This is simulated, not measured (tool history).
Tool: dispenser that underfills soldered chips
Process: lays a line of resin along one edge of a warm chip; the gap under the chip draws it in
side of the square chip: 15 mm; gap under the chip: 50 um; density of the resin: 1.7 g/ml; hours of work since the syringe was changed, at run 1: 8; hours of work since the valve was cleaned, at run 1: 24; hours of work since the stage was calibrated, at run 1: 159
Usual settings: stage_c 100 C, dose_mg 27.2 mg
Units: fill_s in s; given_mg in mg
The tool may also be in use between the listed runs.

run,hour,stage_c,dose_mg,hours of work since the syringe was changed,hours of work since the valve was cleaned,hours of work since the stage was calibrated,fill_s,given_mg
1,0,100,27.2,8,24,159,343.5,26.79
# hour 3.9: new syringe of resin
2,5,100,27.2,1,27,162,209.2,26.62
3,14.4,100,27.2,6,32,167,288,26.66
4,19.1,100,27.3,9,35,170,345,26.82
# hour 21.7: new syringe of resin
5,27.2,100,27.3,3,40,175,245.3,26.36
6,36.2,100,27.3,9,45,180,345.6,26.79
# hour 39.7: new syringe of resin
7,42.7,100,26.7,2,49,184,222.7,25.79
8,48.7,100,26.7,5,53,188,277.2,26
9,53.9,100,26.7,9,56,191,332.2,25.8
# hour 57.5: new syringe of resin
10,63.9,100,35.1,4,62,197,246.7,33.65
11,72.4,88,27.2,9,67,202,613.1,26.06
# hour 75: new syringe of resin
12,81.6,113,30.1,4,73,208,140.7,28.41
13,90.8,95,29.8,10,78,213,446.9,28.27
# hour 92.7: new syringe of resin
14,100.9,95,29.8,5,84,219,333.9,28.4
15,106.9,95,29.8,9,88,223,412.7,28.24
# hour 110.4: new syringe of resin
16,114.1,101,34.5,2,92,227,209.3,32.35
17,118.6,101,34.4,5,95,230,244.6,32.18
18,124,94,31.9,8,98,233,421.4,30
# hour 127.7: new syringe of resin
19,132.4,94,31.9,3,103,238,301,29.97
20,136.7,87,27,6,106,241,509.8,25.19
21,144.2,113,34.2,10,110,245,199.1,31.69

Forecast each of these 5 alternatives for the next run:
# hour 145.3: new syringe of resin
A,150,94,27.8,3,114,249,?,?
# hour 145.3: new syringe of resin
B,150,92,25.8,3,114,249,?,?
# hour 145.3: new syringe of resin
C,150,85,34.2,3,114,249,?,?
# hour 145.3: new syringe of resin
D,150,113,27.5,3,114,249,?,?
# hour 145.3: new syringe of resin
E,150,92,34.2,3,114,249,?,?

run,fill_s,given_mg
A,309.5,25.57
B,350.1,23.83
C,453.7,31.67
D,132.1,25.55
E,323,31.75
Without the tool's hidden state the same runs would have given:
run,fill_s,given_mg
A,274.4,27.58
B,308.7,25.69
C,407.9,34.15
D,116.3,27.55
E,289.7,34.24
